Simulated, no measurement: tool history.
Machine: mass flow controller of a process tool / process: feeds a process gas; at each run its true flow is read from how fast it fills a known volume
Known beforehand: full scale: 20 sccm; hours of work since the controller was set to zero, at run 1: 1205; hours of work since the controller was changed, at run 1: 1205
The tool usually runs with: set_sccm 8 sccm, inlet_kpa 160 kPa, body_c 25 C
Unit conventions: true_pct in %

run    hour  set_sccm  inlet_kpa  body_c  hours of work since the controller was set to zero  hours of work since the controller was changed  true_pct
  1     0.0         8        160      25                                                1205                                            1205     98.74
  2   472.2         8        160      25                                                1490                                            1490     98.63
  3   711.3         8        160      25                                                1634                                            1634     98.58
  4  1043.5         8        160      25                                                1835                                            1835     98.50
  5  1283.5         8        160      25                                                1980                                            1980     98.39
  6  1516.1         8        160      20                                                2120                                            2120     98.02
  7  1729.9         8        222      25                                                2249                                            2249     98.68
  8  2068.2        12        196      36                                                2454                                            2454     99.39
  9  2446.3         8        194      23                                                2682                                            2682     98.31
 10  2799.8         8        194      23                                                2896                                            2896     98.13
 11  3133.4         7        197      23                                                3097                                            3097     98.02
 12  3562.8         7        197      23                                                3357                                            3357     97.88

Predict each of these 3 candidate next runs independently; none follows another, all start after run 12:
  A  3926.4        14        197      34                                                3576                                            3576         ?
  B  3926.4         8        160      36                                                3576                                            3576         ?
  C  3926.4        20        204      21                                                3576                                            3576         ?

run  true_pct
  A     99.21
  B     98.48
  C     98.79
The same runs, with their run-to-run variation unchanged, on a tool lacking any hidden condition would have given:
run  true_pct
  A    100.22
  B     99.48
  C     99.79

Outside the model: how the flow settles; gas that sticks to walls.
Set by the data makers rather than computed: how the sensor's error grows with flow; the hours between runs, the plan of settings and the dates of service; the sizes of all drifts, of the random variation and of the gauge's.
